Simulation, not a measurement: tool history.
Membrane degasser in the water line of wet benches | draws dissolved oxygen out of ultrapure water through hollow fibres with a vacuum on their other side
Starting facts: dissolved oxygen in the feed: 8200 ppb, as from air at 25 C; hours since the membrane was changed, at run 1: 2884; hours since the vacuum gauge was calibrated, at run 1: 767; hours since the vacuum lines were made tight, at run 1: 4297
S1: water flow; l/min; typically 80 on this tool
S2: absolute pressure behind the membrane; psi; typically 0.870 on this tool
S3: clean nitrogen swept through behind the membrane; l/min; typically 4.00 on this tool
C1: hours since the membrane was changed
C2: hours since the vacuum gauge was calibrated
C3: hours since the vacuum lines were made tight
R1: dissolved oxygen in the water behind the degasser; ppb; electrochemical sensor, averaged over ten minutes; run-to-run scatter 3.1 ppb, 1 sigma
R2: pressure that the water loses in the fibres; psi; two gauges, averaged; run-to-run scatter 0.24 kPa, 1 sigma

run	hour	S1	S2	S3	C1	C2	C3	R1	R2
1	0.0	80	0.870	4.00	2884	767	4297	309.6	9.282
2	118.6	80	0.870	4.00	3003	885	4415	314.0	9.236
3	217.2	80	2.058	4.00	3102	984	4514	640.6	9.290
4	280.7	80	2.058	4.00	3165	1047	4578	624.3	9.281
5	366.5	80	0.870	4.00	3251	1133	4663	310.2	9.259
6	471.9	80	0.870	4.00	3356	1238	4769	307.5	9.242
7	546.8	80	0.870	4.00	3431	1313	4844	304.7	9.266
8	664.4	80	0.914	4.00	3549	1431	4961	319.7	9.224
9	779.0	80	1.350	4.00	3663	1546	5076	441.5	9.239
10	832.6	80	0.870	2.35	3717	1599	5129	380.9	9.207
11	945.9	80	0.870	2.35	3830	1712	5243	375.1	9.223
12	1047.4	80	0.870	4.00	3932	1814	5344	310.0	9.314
13	1146.9	80	0.870	1.87	4031	1913	5444	411.7	9.294
14	1263.6	80	0.870	1.87	4148	2030	5560	414.6	9.230
15	1379.8	80	0.870	1.87	4264	2146	5677	413.9	9.223
16	1489.6	80	0.870	1.87	4374	2256	5786	418.5	9.277
17	1574.4	56	0.870	4.29	4459	2341	5871	150.9	6.495
18	1680.3	50	0.535	7.13	4565	2447	5977	52.9	5.777
19	1784.3	50	0.535	7.13	4669	2551	6081	52.2	5.825
20	1860.9	58	1.897	2.83	4745	2628	6158	498.2	6.728
21	1941.3	58	1.897	2.83	4826	2708	6238	490.9	6.734
22	2043.3	58	1.897	2.83	4928	2810	6340	492.8	6.725
23	2131.1	63	1.704	11.94	5015	2898	6428	202.8	7.292
24	2232.9	124	0.870	1.65	5117	2999	6530	833.6	14.399
25	2286.6	49	1.007	3.86	5171	3053	6583	149.7	5.690
26	2350.0	104	1.070	2.56	5234	3117	6647	658.1	12.028
27	2448.3	104	1.070	2.56	5333	3215	6745	676.2	12.153
28	2552.1	104	1.411	2.56	5436	3319	6849	819.0	12.083
29	2660.1	55	2.155	5.35	5544	3427	6957	331.1	6.374
30	2715.4	80	1.912	4.00	5600	3482	7012	603.9	9.281
31	2774.7	80	1.912	4.00	5659	3541	7071	584.5	9.300
32	2886.3	80	0.925	10.38	5771	3653	7183	251.2	9.224

Forecast each of these 3 alternatives for the next run:
A	2952.1	95	0.870	8.47	5837	3719	7249	?	?
B	2952.1	58	1.067	10.38	5837	3719	7249	?	?
C	2952.1	71	1.333	2.46	5837	3719	7249	?	?

run	R1	R2
A	358.2	11.042
B	128.3	6.715
C	485.7	8.229
What these runs would have given with no unlogged condition in the tool:
run	R1	R2
A	357.8	11.036
B	128.2	6.712
C	485.4	8.225
